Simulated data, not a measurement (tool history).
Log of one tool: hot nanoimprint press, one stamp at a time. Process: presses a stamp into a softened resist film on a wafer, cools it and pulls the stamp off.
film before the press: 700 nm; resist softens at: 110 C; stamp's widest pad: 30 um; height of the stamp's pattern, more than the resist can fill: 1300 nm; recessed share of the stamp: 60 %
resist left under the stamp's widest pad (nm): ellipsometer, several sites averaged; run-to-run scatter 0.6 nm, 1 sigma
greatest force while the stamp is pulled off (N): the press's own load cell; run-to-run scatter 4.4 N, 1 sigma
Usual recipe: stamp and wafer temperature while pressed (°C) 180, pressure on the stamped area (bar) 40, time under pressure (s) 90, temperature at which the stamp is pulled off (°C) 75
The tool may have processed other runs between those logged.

run	day	stamp and wafer temperature while pressed (°C)	pressure on the stamped area (bar)	time under pressure (s)	temperature at which the stamp is pulled off (°C)	resist left under the stamp's widest pad (nm)	greatest force while the stamp is pulled off (N)
1	0	180	40	90	75	270.3	215
2	0.875	180	40	90	75	270.7	219
3	1.833	180	40	90	75	270.9	215
4	3.2	180	40	90	75	270.6	219
5	4.346	180	40	90	75	272	214
6	5.8	180	29.9	90	75	315.4	216
7	7.192	180	40	90	75	271.2	223
8	8.5	180	40	90	75	270.9	214
9	9.362	180	40	90	75	271.4	207
10	10.071	180	40	90	75	271.3	219
11	11.017	180	40	49	75	338.2	213
12	11.708	180	40	49	75	337.7	215
13	12.562	180	40	49	75	337.6	217
14	13.892	180	40	49	60	338.3	304
15	14.562	180	40	49	60	338.5	308
16	15.462	192	26.5	82	69	231.4	246
17	16.5	168	37.2	62	66	487.7	273
18	17.192	175	56.8	156	71	224.7	242
19	17.933	174	42.8	90	75	333.3	221
20	19.083	174	42.8	90	75	332.5	213
# day 20.25: gauge calibrated
21	20.283	174	42.8	90	75	328.2	218
# day 21.162: stamp cleaned and given a new release coat
22	21.704	180	44	57	75	302.7	225
# day 22.458: plate thermocouple calibrated
23	22.758	180	26.9	158	75	270.7	218
24	24.196	183	52.7	60	60	243	294
25	24.921	183	52.7	60	60	243.7	300
26	26.021	180	32.6	140	62	258	288
27	26.9	180	32.6	140	62	257.3	299
28	27.612	187	32.7	144	71	195.8	239
29	28.4	187	32.7	144	71	195.8	235
30	29.438	187	32.7	144	71	196.2	235

Pick out some run-to-run changes in resist left under the stamp's widest pad (nm). Of each, how much would a tool without hidden state show as well, from the settings, what came in and chance, and how much is left for the hidden state and any gauge scatter not in both results compared?
What the log doesn't record here: true temperature over the reading, C; pressure that arrives at the usual setting, %; grip of the stamp's worn release coat, % over a new coat's; drift of the gauge itself on residual_nm, %; drift of the gauge itself on pull_off_n, %.
Run 16 -> 17: stamp and wafer temperature while pressed (°C) 192 -> 168, pressure on the stamped area (bar) 26.5 -> 37.2, time under pressure (s) 82 -> 62, temperature at which the stamp is pulled off (°C) 69 -> 66. resist left under the stamp's widest pad (nm) +256.3: hidden state +2.6, all else +253.7.
Run 17 -> 18: stamp and wafer temperature while pressed (°C) 168 -> 175, pressure on the stamped area (bar) 37.2 -> 56.8, time under pressure (s) 62 -> 156, temperature at which the stamp is pulled off (°C) 66 -> 71. resist left under the stamp's widest pad (nm) -263: hidden state -2.3, all else -260.7.
Run 18 -> 19: stamp and wafer temperature while pressed (°C) 175 -> 174, pressure on the stamped area (bar) 56.8 -> 42.8, time under pressure (s) 156 -> 90, temperature at which the stamp is pulled off (°C) 71 -> 75. resist left under the stamp's widest pad (nm) +108.6: hidden state +1.1, all else +107.5.
Run 20 -> 21: gauge calibrated. resist left under the stamp's widest pad (nm) -4.3: hidden state -3.7, all else -0.6.
